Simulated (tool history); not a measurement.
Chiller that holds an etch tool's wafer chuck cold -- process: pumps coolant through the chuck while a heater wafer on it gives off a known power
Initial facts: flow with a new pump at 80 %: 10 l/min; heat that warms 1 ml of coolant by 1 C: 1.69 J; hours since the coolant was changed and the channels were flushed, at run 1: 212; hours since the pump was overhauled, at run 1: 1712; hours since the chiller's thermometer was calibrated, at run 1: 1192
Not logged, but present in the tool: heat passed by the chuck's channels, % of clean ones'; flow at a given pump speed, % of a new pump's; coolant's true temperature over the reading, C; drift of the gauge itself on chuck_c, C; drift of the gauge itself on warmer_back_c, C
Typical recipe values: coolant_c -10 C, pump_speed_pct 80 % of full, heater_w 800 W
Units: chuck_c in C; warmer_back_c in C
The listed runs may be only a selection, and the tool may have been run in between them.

| run | hour | coolant_c | pump_speed_pct | heater_w | hours since the coolant was changed and the channels were flushed | hours since the pump was overhauled | hours since the chiller's thermometer was calibrated | chuck_c | warmer_back_c |
|---|---|---|---|---|---|---|---|---|---|
| 1 | 0.0 | -10 | 80 | 800 | 212 | 1712 | 1192 | -4.28 | 2.84 |
| 2 | 34.0 | -10 | 83 | 800 | 246 | 1746 | 1226 | -4.73 | 2.71 |
| 3 | 86.1 | -10 | 83 | 800 | 299 | 1798 | 1278 | -4.69 | 2.73 |
| 4 | 130.4 | -10 | 80 | 454 | 343 | 1842 | 1322 | -6.96 | 1.62 |
| 5 | 165.3 | -10 | 80 | 800 | 378 | 1877 | 1357 | -4.58 | 2.83 |
| 6 | 193.8 | -5 | 80 | 800 | 406 | 1905 | 1386 | 0.50 | 2.84 |
| 7 | 228.2 | -5 | 80 | 800 | 441 | 1940 | 1420 | 0.35 | 2.85 |
| 8 | 263.7 | -5 | 80 | 800 | 476 | 1975 | 1456 | 0.45 | 2.84 |
| 9 | 306.1 | -5 | 80 | 800 | 519 | 2018 | 1498 | 0.24 | 2.86 |
| 10 | 335.1 | -10 | 80 | 800 | 548 | 2047 | 1527 | -4.73 | 2.82 |
| 11 | 375.2 | -2 | 80 | 800 | 588 | 2087 | 1567 | 3.25 | 2.85 |
| 12 | 420.2 | -2 | 80 | 800 | 633 | 2132 | 1612 | 3.27 | 2.82 |
| 13 | 469.4 | -2 | 80 | 800 | 682 | 2181 | 1661 | 3.16 | 2.83 |
|  | 486.6 | gauge calibrated |
| 14 | 508.7 | -10 | 85 | 800 | 721 | 2220 | 1701 | -4.64 | 2.66 |
| 15 | 557.8 | -10 | 75 | 800 | 770 | 2269 | 1750 | -4.00 | 3.04 |
| 16 | 615.7 | -10 | 80 | 800 | 828 | 2327 | 1808 | -4.58 | 2.84 |
| 17 | 670.4 | -14 | 69 | 800 | 883 | 2382 | 1862 | -7.66 | 3.33 |
| 18 | 705.0 | -14 | 69 | 800 | 917 | 2417 | 1897 | -7.71 | 3.37 |
| 19 | 752.0 | -14 | 92 | 800 | 964 | 2464 | 1944 | -9.30 | 2.45 |
| 20 | 803.0 | -14 | 92 | 800 | 1015 | 2515 | 1995 | -9.35 | 2.43 |
| 21 | 860.1 | -14 | 92 | 800 | 1072 | 2572 | 2052 | -9.50 | 2.42 |
| 22 | 907.7 | -10 | 90 | 906 | 1120 | 2619 | 2100 | -4.59 | 2.83 |
| 23 | 934.5 | -9 | 89 | 593 | 1147 | 2646 | 2126 | -5.68 | 1.87 |
|  | 960.5 | gauge calibrated |
| 24 | 992.4 | -9 | 89 | 593 | 1205 | 2704 | 2184 | -5.29 | 1.84 |
| 25 | 1038.5 | -9 | 89 | 593 | 1251 | 2750 | 2230 | -5.34 | 1.89 |
| 26 | 1063.9 | -9 | 89 | 593 | 1276 | 2776 | 2256 | -5.40 | 1.88 |
| 27 | 1113.4 | -9 | 89 | 593 | 1326 | 2825 | 2305 | -5.42 | 1.86 |
| 28 | 1142.1 | -10 | 71 | 800 | 1355 | 2854 | 2334 | -3.88 | 3.25 |
| 29 | 1188.5 | -10 | 71 | 800 | 1401 | 2900 | 2380 | -3.90 | 3.26 |
| 30 | 1246.5 | -12 | 91 | 800 | 1459 | 2958 | 2438 | -7.36 | 2.43 |
| 31 | 1273.7 | -12 | 91 | 800 | 1486 | 2985 | 2466 | -7.26 | 2.45 |

How the hidden state differs across the entries between the runs, from the last listed run before each to the first after it:
Run 13 -> run 14: gauge calibrated (hour 486.6)
  drift of the gauge itself on chuck_c, C: -0.42 -> -0.02
  difference, measured minus the result without the unlogged condition, chuck_c: -0.41 -> -0.01 C
Run 23 -> run 24: gauge calibrated (hour 960.5)
  drift of the gauge itself on chuck_c, C: -0.4 -> -0.03
  difference, measured minus the result without the unlogged condition, chuck_c: -0.39 -> -0.02 C
